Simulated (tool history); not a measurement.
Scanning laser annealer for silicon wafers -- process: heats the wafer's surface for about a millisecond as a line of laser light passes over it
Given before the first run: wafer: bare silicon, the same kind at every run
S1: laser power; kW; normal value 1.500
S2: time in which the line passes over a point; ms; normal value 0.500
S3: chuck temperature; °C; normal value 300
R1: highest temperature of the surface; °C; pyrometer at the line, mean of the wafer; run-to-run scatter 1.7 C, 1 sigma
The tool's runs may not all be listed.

run      day     S1     S2   S3    R1
  1    0.000  1.500  0.500  300  1100
  2    2.371  1.500  0.500  300  1095
  3    6.358  1.500  0.480  300  1080
  4    8.112  1.500  0.480  300  1079
  5   11.729  1.500  0.515  300  1103
  6   14.721  1.500  0.515  320  1122
  7   18.608  1.500  0.500  327  1118
  8   22.188  1.500  0.500  327  1117
  9   24.300  1.500  0.500  327  1116
 10   27.900  1.449  0.500  300  1053
 11   29.854  1.449  0.500  300  1056
 12   32.804  1.449  0.500  300  1055
 13   35.875  1.449  0.429  300  1004
      37.700  -- window over the wafer cleaned
 14   37.967  1.449  0.506  300  1057
      39.479  -- optics aligned, line set to its width
 15   40.054  1.605  0.500  300  1147
 16   43.304  1.500  0.500  300  1087
      45.442  -- window over the wafer cleaned, once more
 17   46.004  1.500  0.500  300  1103
 18   49.575  1.334  0.500  300  1008
 19   53.017  1.334  0.500  300  1007
 20   55.558  1.334  0.500  300  1009
 21   58.133  1.334  0.500  300  1006
 22   61.504  1.334  0.500  300  1004
 23   64.112  1.316  0.364  327   931
 24   65.758  1.500  0.500  261  1059
 25   68.629  1.500  0.598  261  1123
 26   72.496  1.500  0.598  261  1120
 27   75.025  1.500  0.448  293  1046
 28   77.946  1.600  0.405  300  1075
 29   80.288  1.318  0.375  322   926
 30   81.988  1.318  0.375  322   927
      82.900  -- window over the wafer cleaned
 31   84.038  1.483  0.382  277   976
 32   85.817  1.483  0.382  277   976
 33   87.650  1.483  0.382  277   975
 34   90.050  1.554  0.470  338  1142
 35   92.767  1.390  0.458  294   995
 36   95.012  1.441  0.459  294  1024
 37   98.317  1.441  0.459  294  1023
 38  100.575  1.500  0.614  317  1180
 39  102.575  1.630  0.541  278  1170
 40  104.246  1.630  0.541  278  1168
     106.979  -- optics aligned, line set to its width
 41  108.529  1.371  0.419  300   969

4 options for the next run, each taken on its own from the tool as it stands now. Forecast them:
  A  111.125  1.481  0.422  296   ?
  B  111.125  1.371  0.419  321   ?
  C  111.125  1.599  0.571  300   ?
  D  111.125  1.287  0.390  328   ?

run    R1
  A  1021
  B   989
  C  1199
  D   933
What these runs would have given with no unlogged condition in the tool:
run    R1
  A  1020
  B   988
  C  1198
  D   932

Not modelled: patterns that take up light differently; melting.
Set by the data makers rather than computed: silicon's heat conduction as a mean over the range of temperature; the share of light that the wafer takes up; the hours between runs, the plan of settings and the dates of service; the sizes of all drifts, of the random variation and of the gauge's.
